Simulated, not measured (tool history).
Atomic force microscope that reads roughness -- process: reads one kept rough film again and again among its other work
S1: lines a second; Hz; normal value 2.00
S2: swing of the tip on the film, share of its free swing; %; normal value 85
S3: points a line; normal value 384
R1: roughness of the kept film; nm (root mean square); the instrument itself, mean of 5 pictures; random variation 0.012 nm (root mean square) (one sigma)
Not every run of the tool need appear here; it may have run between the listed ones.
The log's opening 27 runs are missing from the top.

run 28 hour=498.0 | S1=2.00 S2=66 S3=271 | R1=3.150
run 29 hour=511.8 | S1=1.96 S2=55 S3=332 | R1=3.259
-- hour=514.4 new tip fitted
run 30 hour=524.8 | S1=1.96 S2=55 S3=332 | R1=3.256
run 31 hour=551.5 | S1=1.96 S2=55 S3=332 | R1=3.249
-- hour=553.5 new tip fitted
run 32 hour=563.3 | S1=1.60 S2=85 S3=384 | R1=2.981
run 33 hour=583.6 | S1=0.71 S2=89 S3=532 | R1=3.177
-- hour=593.9 new tip fitted
run 34 hour=598.2 | S1=0.71 S2=89 S3=532 | R1=3.195
run 35 hour=618.9 | S1=0.71 S2=89 S3=532 | R1=3.174
-- hour=633.2 new tip fitted
run 36 hour=641.5 | S1=2.64 S2=85 S3=625 | R1=2.806
run 37 hour=657.8 | S1=2.64 S2=85 S3=625 | R1=2.807

Predict each of these 5 candidate next runs independently; none follows another, all start after run 37:
-- hour=672.5 new tip fitted
run A hour=675.0 | S1=2.31 S2=56 S3=279 | R1=?
-- hour=672.5 new tip fitted
run B hour=675.0 | S1=0.54 S2=85 S3=789 | R1=?
-- hour=672.5 new tip fitted
run C hour=675.0 | S1=2.25 S2=76 S3=710 | R1=?
-- hour=672.5 new tip fitted
run D hour=675.0 | S1=0.85 S2=79 S3=332 | R1=?
-- hour=672.5 new tip fitted
run E hour=675.0 | S1=2.42 S2=73 S3=625 | R1=?

run=A R1=3.245
run=B R1=3.294
run=C R1=3.099
run=D R1=3.214
run=E R1=3.082
With the hidden condition removed and each run's random variation left untouched, the same runs would have given:
run=A R1=3.246
run=B R1=3.295
run=C R1=3.100
run=D R1=3.216
run=E R1=3.084
